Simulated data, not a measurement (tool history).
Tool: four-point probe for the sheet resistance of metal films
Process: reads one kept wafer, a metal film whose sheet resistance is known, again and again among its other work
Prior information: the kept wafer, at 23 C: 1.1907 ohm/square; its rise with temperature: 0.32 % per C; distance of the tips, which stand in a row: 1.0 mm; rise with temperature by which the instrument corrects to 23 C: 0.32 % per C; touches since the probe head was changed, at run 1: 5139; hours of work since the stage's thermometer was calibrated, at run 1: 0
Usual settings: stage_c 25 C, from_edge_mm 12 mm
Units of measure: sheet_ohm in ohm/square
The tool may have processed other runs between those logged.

run,day,stage_c,from_edge_mm,touches since the probe head was changed,hours of work since the stage's thermometer was calibrated,sheet_ohm
1,0,25,12,5139,0,1.197921
2,2.962,25,12,7495,43,1.198594
3,6.008,25,12,9920,87,1.199223
4,7.871,25,12,11398,114,1.199179
5,9.862,25,12,12983,143,1.199656
6,13.229,25,12,15664,192,1.200203
7,16.367,25,12,18157,238,1.200608
8,18.108,25,15,19543,263,1.199326
9,19.646,25,15,20767,285,1.199437
10,22.162,25,12,22768,322,1.201534
11,24.808,25,12,24872,360,1.201745
12,27.496,25,5,27012,399,1.222214
13,28.988,25,5,28199,421,1.222953
14,30.392,25,5,29316,441,1.223191
15,32.162,25,5,30725,467,1.223165
16,34.075,25,5,32245,495,1.223646
17,36.096,25,12,33851,524,1.203368
18,37.767,25,12,35180,548,1.203207
19,39.417,25,12,36494,572,1.203458
20,41.592,25,12,38225,604,1.203549
21,44.567,25,12,40589,647,1.204469
22,46.096,25,12,41808,669,1.204945
23,47.608,25,12,43012,691,1.204699
24,49.938,25,12,44862,725,1.204724
25,52.262,25,11,46712,759,1.20638
26,55.125,25,11,48991,801,1.206594
27,57.429,25,8,50822,834,1.211245
28,60.512,25,34,53274,879,1.20252
29,63.467,30,6,55625,922,1.220222
30,65.65,19,11,57362,953,1.207871
31,67.312,19,11,58685,978,1.208328
32,68.708,21,15,59796,998,1.20579
33,71.342,21,15,61890,1036,1.206743
34,74.121,23,12,64102,1076,1.208519
35,76.454,23,12,65957,1110,1.208466
36,79.125,29,6,68083,1149,1.221894
37,81.938,21,73,70320,1190,1.205047
38,84.104,21,73,72042,1221,1.205349
39,87.15,33,40,74465,1266,1.205891
# day 87.362: stage's thermometer calibrated
40,88.629,22,36,75626,18,1.205083
41,91.5,30,3,77908,60,1.272989

A few steps of sheet_ohm between consecutive runs. Split each: what settings, incoming material and random variation would produce without the hidden state, and what is left over for the hidden state, along with gauge scatter present in only one of the two compared results (measured, and without hidden state):
Hidden conditions of the tool in this case: inner tips' distance over the nominal, %; tips' flats over new ones', %; wafer's true temperature over the reading, C; drift of the gauge itself on sheet_ohm, %.
Run 11 -> 12: from_edge_mm 12 -> 5. sheet_ohm +0.020469 ohm/square: hidden state +0.000464, all else +0.020005.
Run 16 -> 17: from_edge_mm 5 -> 12. sheet_ohm -0.020278 ohm/square: hidden state +0.00018, all else -0.020458.
Run 28 -> 29: stage_c 25 -> 30, from_edge_mm 34 -> 6. sheet_ohm +0.017702 ohm/square: hidden state +0.000543, all else +0.017159.
Run 39 -> 40: stage_c 33 -> 22, from_edge_mm 40 -> 36, stage's thermometer calibrated. sheet_ohm -0.000808 ohm/square: hidden state -0.000927, all else +0.000119.
Run 40 -> 41: stage_c 22 -> 30, from_edge_mm 36 -> 3. sheet_ohm +0.067906 ohm/square: hidden state +0.001093, all else +0.066813.

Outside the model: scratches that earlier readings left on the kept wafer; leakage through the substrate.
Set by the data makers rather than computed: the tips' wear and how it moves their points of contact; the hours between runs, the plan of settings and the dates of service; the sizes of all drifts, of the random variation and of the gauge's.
